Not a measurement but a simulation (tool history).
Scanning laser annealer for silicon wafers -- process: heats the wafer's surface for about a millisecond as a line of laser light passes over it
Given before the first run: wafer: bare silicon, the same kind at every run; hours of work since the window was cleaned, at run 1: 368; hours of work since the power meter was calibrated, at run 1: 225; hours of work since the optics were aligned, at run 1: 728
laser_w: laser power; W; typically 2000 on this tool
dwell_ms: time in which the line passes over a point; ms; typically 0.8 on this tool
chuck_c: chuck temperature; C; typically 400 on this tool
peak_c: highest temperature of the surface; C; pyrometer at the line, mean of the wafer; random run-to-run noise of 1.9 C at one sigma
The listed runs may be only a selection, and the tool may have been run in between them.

run	hour	laser_w	dwell_ms	chuck_c	hours of work since the window was cleaned	hours of work since the power meter was calibrated	hours of work since the optics were aligned	peak_c
1	0	2000	0.8	400	368	225	728	1079
2	4.3	2000	0.8	366	371	228	731	1045
3	12.4	2000	0.8	366	377	234	737	1046
4	16.7	2000	0.8	366	380	236	740	1043
5	22.3	2000	0.8	366	384	240	744	1045
6	27.5	2000	0.8	410	387	244	747	1089
7	33.4	2000	0.8	410	391	248	751	1088
# hour 35.9: window over the wafer cleaned
8	44.1	2000	0.8	410	6	254	757	1085
9	50.2	2000	0.8	410	10	258	762	1084
# hour 55: window over the wafer cleaned, once more
10	56.9	2000	0.926	373	1	262	765	1136
11	62.7	2000	0.926	373	5	266	769	1137
12	70.4	1862	0.8	369	11	271	774	1012
13	77.1	2060	0.893	368	15	276	779	1141
14	83.4	2060	0.893	368	20	280	783	1143
15	91.5	2000	0.593	400	25	286	789	991
16	96.1	2000	0.59	426	29	289	792	1014
17	106.3	2000	0.59	426	36	296	799	1018
18	116.6	1872	0.564	402	43	303	807	929

Here are 4 independent what-if runs from the current tool condition. What would each one return?
A	124.9	1780	0.733	402	49	309	812	?
B	124.9	2039	0.971	431	49	309	812	?
C	124.9	1960	0.936	367	49	309	812	?
D	124.9	1872	0.564	367	49	309	812	?

run	peak_c
A	974
B	1235
C	1110
D	895
Without the tool's unlogged condition, the same runs would have read:
run	peak_c
A	990
B	1257
C	1131
D	910

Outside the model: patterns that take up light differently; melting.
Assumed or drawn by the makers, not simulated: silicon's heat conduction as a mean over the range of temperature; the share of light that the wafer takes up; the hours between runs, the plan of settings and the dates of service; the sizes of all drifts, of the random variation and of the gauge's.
